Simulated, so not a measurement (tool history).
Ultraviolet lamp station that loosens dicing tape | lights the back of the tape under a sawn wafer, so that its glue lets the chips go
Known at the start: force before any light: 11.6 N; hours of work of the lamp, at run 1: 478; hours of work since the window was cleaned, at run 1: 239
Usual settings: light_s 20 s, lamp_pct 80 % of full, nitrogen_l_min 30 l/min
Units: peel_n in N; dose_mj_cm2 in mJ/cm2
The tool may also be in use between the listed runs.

| run | hour | light_s | lamp_pct | nitrogen_l_min | hours of work of the lamp | hours of work since the window was cleaned | peel_n | dose_mj_cm2 |
|---|---|---|---|---|---|---|---|---|
| 1 | 0 | 20 | 80 | 30 | 478 | 239 | 0.685 | 325 |
| 2 | 49.4 | 20 | 80 | 30 | 516 | 277 | 0.731 | 310 |
| 3 | 91.8 | 30 | 80 | 30 | 548 | 309 | 0.31 | 460 |
|  | 111.2 | window cleaned of glue's vapour |
| 4 | 183.3 | 30 | 80 | 30 | 617 | 55 | 0.281 | 477 |
| 5 | 246.8 | 30 | 80 | 30 | 665 | 103 | 0.314 | 450 |
| 6 | 320.9 | 20 | 80 | 30 | 722 | 159 | 0.919 | 287 |
| 7 | 385 | 20 | 80 | 30 | 770 | 208 | 0.965 | 268 |
| 8 | 452.9 | 13 | 80 | 30 | 822 | 259 | 2.343 | 167 |
|  | 480 | lamp changed |
| 9 | 525.6 | 13 | 80 | 30 | 35 | 314 | 1.105 | 257 |
|  | 536.9 | window cleaned of glue's vapour |
| 10 | 568.5 | 13 | 80 | 30 | 67 | 24 | 0.911 | 279 |
| 11 | 654 | 13 | 80 | 30 | 132 | 89 | 1.045 | 268 |
| 12 | 728.5 | 13 | 80 | 30 | 188 | 145 | 1.149 | 256 |
| 13 | 792.7 | 20 | 80 | 30 | 237 | 194 | 0.479 | 371 |
| 14 | 877.8 | 20 | 80 | 30 | 302 | 259 | 0.538 | 356 |
| 15 | 944.7 | 20 | 80 | 28 | 352 | 310 | 0.601 | 343 |
|  | 958.2 | window cleaned of glue's vapour |
| 16 | 1036.2 | 26 | 80 | 30 | 421 | 59 | 0.303 | 463 |
| 17 | 1081.4 | 20 | 80 | 20 | 456 | 94 | 0.841 | 342 |
| 18 | 1156.4 | 20 | 80 | 20 | 513 | 150 | 0.969 | 329 |
| 19 | 1198.1 | 20 | 80 | 20 | 544 | 182 | 1.042 | 317 |
| 20 | 1255.9 | 20 | 80 | 30 | 588 | 226 | 0.789 | 303 |
| 21 | 1296.6 | 16 | 82 | 30 | 619 | 257 | 1.262 | 242 |
| 22 | 1356.9 | 16 | 82 | 30 | 665 | 303 | 1.39 | 231 |
|  | 1382 | window cleaned of glue's vapour |
| 23 | 1447.2 | 16 | 82 | 30 | 733 | 49 | 1.271 | 239 |
| 24 | 1527.9 | 16 | 88 | 12 | 794 | 111 | 2.59 | 246 |
|  | 1592.3 | lamp changed |
| 25 | 1610.1 | 16 | 88 | 12 | 14 | 172 | 1.159 | 371 |

Run 26 comes next. What will it give?
| 26 | 1675.7 | 20 | 78 | 11 | 63 | 222 | ? | ? |

{"run 26": {"peel_n": 1.116, "dose_mj_cm2": 393}}
Without the tool's hidden state the same run would have given peel_n 0.889 N, dose_mj_cm2 437 mJ/cm2.
